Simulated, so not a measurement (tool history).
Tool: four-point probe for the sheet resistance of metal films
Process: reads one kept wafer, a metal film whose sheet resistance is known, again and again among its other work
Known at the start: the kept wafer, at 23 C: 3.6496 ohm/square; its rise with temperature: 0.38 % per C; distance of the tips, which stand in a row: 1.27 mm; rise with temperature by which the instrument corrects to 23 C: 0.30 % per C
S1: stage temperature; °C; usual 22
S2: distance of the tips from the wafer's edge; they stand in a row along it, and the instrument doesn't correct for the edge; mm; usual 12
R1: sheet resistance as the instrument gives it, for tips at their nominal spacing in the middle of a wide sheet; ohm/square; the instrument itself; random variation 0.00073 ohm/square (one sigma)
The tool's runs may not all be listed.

run 1 hour=0 | S1=22 S2=12 | R1=3.66223
run 2 hour=44.4 | S1=22 S2=12 | R1=3.664768
run 3 hour=84.4 | S1=22 S2=12 | R1=3.663986
run 4 hour=133.1 | S1=22 S2=15 | R1=3.655707
run 5 hour=202.8 | S1=22 S2=15 | R1=3.656681
run 6 hour=250.3 | S1=22 S2=15 | R1=3.656334
run 7 hour=316.4 | S1=22 S2=12 | R1=3.664012
run 8 hour=353.3 | S1=22 S2=12 | R1=3.666009
run 9 hour=407.5 | S1=22 S2=12 | R1=3.665097
run 10 hour=490.7 | S1=22 S2=12 | R1=3.665327
run 11 hour=532.3 | S1=22 S2=12 | R1=3.666461
run 12 hour=617 | S1=32 S2=12 | R1=3.696503
run 13 hour=668.4 | S1=32 S2=65 | R1=3.67488
run 14 hour=751 | S1=32 S2=65 | R1=3.675396
run 15 hour=833.8 | S1=22 S2=53 | R1=3.647366
run 16 hour=883.7 | S1=21 S2=12 | R1=3.671872
run 17 hour=969.4 | S1=21 S2=6 | R1=3.736024
run 18 hour=1024.7 | S1=21 S2=6 | R1=3.736904
run 19 hour=1101 | S1=21 S2=6 | R1=3.73711
run 20 hour=1146.3 | S1=21 S2=6 | R1=3.739615
run 21 hour=1182.2 | S1=22 S2=63 | R1=3.654893
run 22 hour=1239.2 | S1=30 S2=12 | R1=3.701537
run 23 hour=1290.2 | S1=30 S2=12 | R1=3.703238
run 24 hour=1325.6 | S1=21 S2=12 | R1=3.674567
run 25 hour=1366.9 | S1=25 S2=30 | R1=3.670217
run 26 hour=1453.5 | S1=25 S2=19 | R1=3.674387
run 27 hour=1526.6 | S1=24 S2=19 | R1=3.673463
run 28 hour=1609.1 | S1=24 S2=19 | R1=3.674023
run 29 hour=1655 | S1=21 S2=18 | R1=3.665917
run 30 hour=1715.4 | S1=31 S2=7 | R1=3.749113
run 31 hour=1757 | S1=31 S2=52 | R1=3.686593
run 32 hour=1821.1 | S1=30 S2=9 | R1=3.722201
run 33 hour=1892.6 | S1=22 S2=6 | R1=3.745341
run 34 hour=1937.4 | S1=26 S2=5 | R1=3.79456
run 35 hour=2011.5 | S1=21 S2=23 | R1=3.663643
run 36 hour=2097.4 | S1=30 S2=5 | R1=3.808284
run 37 hour=2171.3 | S1=30 S2=5 | R1=3.808756
run 38 hour=2228.2 | S1=22 S2=53 | R1=3.663124
run 39 hour=2264.4 | S1=22 S2=53 | R1=3.6631
run 40 hour=2343.6 | S1=19 S2=6 | R1=3.740738
run 41 hour=2382 | S1=25 S2=26 | R1=3.676699
run 42 hour=2456.8 | S1=25 S2=26 | R1=3.677371
run 43 hour=2495.1 | S1=25 S2=26 | R1=3.678091
run 44 hour=2542.3 | S1=25 S2=26 | R1=3.677036
run 45 hour=2577.5 | S1=25 S2=26 | R1=3.678199

Not shown: 1 entry that the log had between the listed runs. Between which runs, and how does the tool's hidden state differ before and after?
Between runs 15 and 16: stage's thermometer calibrated (hour 876.8)
  inner tips' distance over the nominal, %: 0.137 -> 0.148; tips' flats over new ones', %: 29 -> 30; wafer's true temperature over the reading, C: -0.41 -> 0.06
  measured less the result without the state, R1: -0.000319 -> +0.006701 ohm/square
